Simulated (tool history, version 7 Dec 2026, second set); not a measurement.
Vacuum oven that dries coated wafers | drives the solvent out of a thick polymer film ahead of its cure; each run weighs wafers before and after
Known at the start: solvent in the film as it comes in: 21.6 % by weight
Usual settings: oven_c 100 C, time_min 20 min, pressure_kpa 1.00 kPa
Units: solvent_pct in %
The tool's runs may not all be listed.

| run | hour | oven_c | time_min | pressure_kpa | solvent_pct |
|---|---|---|---|---|---|
| 1 | 0.0 | 100 | 20 | 1.00 | 2.35 |
| 2 | 80.9 | 100 | 20 | 1.00 | 2.37 |
| 3 | 184.8 | 100 | 20 | 1.00 | 2.47 |
| 4 | 282.3 | 100 | 16 | 1.00 | 3.48 |
| 5 | 372.8 | 93 | 20 | 1.00 | 4.71 |
| 6 | 419.9 | 100 | 20 | 1.31 | 2.61 |
| 7 | 518.2 | 100 | 19 | 0.59 | 2.48 |
| 8 | 596.1 | 100 | 19 | 0.59 | 2.64 |
| 9 | 652.7 | 93 | 20 | 1.32 | 5.05 |
| 10 | 744.4 | 114 | 11 | 0.84 | 1.71 |
| 11 | 788.6 | 114 | 11 | 0.84 | 1.62 |
| 12 | 878.2 | 111 | 11 | 2.17 | 2.61 |

Forecast each of these 4 alternatives for the next run:
| A | 979.8 | 100 | 18 | 1.00 | ? |
| B | 979.8 | 111 | 11 | 0.90 | ? |
| C | 979.8 | 90 | 11 | 0.66 | ? |
| D | 979.8 | 100 | 20 | 0.95 | ? |

| run | solvent_pct |
|---|---|
| A | 3.07 |
| B | 2.38 |
| C | 9.52 |
| D | 2.64 |
Without the tool's hidden state the same runs would have given:
| run | solvent_pct |
|---|---|
| A | 2.66 |
| B | 2.05 |
| C | 9.02 |
| D | 2.26 |
